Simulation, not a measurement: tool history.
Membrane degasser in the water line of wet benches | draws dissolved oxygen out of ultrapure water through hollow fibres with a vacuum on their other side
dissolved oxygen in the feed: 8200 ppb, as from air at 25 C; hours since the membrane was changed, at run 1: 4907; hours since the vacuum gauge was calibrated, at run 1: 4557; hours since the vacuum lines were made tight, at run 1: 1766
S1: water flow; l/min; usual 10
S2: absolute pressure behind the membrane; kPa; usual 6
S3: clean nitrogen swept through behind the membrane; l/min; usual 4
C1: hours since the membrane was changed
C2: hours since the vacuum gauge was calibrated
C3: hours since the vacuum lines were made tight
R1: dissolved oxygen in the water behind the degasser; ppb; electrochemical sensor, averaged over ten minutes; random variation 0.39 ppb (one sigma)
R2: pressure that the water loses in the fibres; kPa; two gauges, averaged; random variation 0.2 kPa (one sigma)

| run | hour | S1 | S2 | S3 | C1 | C2 | C3 | R1 | R2 |
|---|---|---|---|---|---|---|---|---|---|
| 1 | 0 | 10 | 6 | 4 | 4907 | 4557 | 1766 | 30.2 | 46.82 |
| 2 | 93.9 | 10 | 4.12 | 4 | 5000 | 4651 | 1860 | 17.4 | 47.3 |
| 3 | 247.3 | 10 | 4.12 | 4 | 5154 | 4804 | 2013 | 18.3 | 47.31 |
| 4 | 412.7 | 10 | 4.12 | 4 | 5319 | 4970 | 2179 | 18.2 | 47.3 |
| 5 | 567.2 | 10 | 6 | 4 | 5474 | 5124 | 2333 | 30.5 | 47.51 |
| 6 | 773.1 | 11 | 7.82 | 1.71 | 5680 | 5330 | 2539 | 91.6 | 52.47 |
| 7 | 881.1 | 11 | 11.79 | 1.9 | 5788 | 5438 | 2647 | 139.2 | 52.02 |
| 8 | 976.7 | 10 | 13.32 | 8.51 | 5883 | 5534 | 2743 | 42.4 | 47.23 |
| 9 | 1103.7 | 8 | 4.11 | 2.24 | 6010 | 5661 | 2870 | 14.5 | 37.8 |
| 10 | 1244.6 | 14 | 3.97 | 2.74 | 6151 | 5802 | 3011 | 53 | 66.32 |

Forecast each of these 4 alternatives for the next run:
| A | 1401.5 | 11 | 7.23 | 4.67 | 6308 | 5959 | 3167 | ? | ? |
| B | 1401.5 | 8 | 11.44 | 5.27 | 6308 | 5959 | 3167 | ? | ? |
| C | 1401.5 | 14 | 5.77 | 7.07 | 6308 | 5959 | 3167 | ? | ? |
| D | 1401.5 | 10 | 5.62 | 4.35 | 6308 | 5959 | 3167 | ? | ? |

| run | R1 | R2 |
|---|---|---|
| A | 42.9 | 52.35 |
| B | 37.6 | 38.19 |
| C | 53.4 | 66.5 |
| D | 27.2 | 47.55 |
Without the tool's hidden state the same runs would have given:
| run | R1 | R2 |
|---|---|---|
| A | 35.4 | 49.62 |
| B | 33.5 | 36.21 |
| C | 41.7 | 63.03 |
| D | 21.5 | 45.07 |
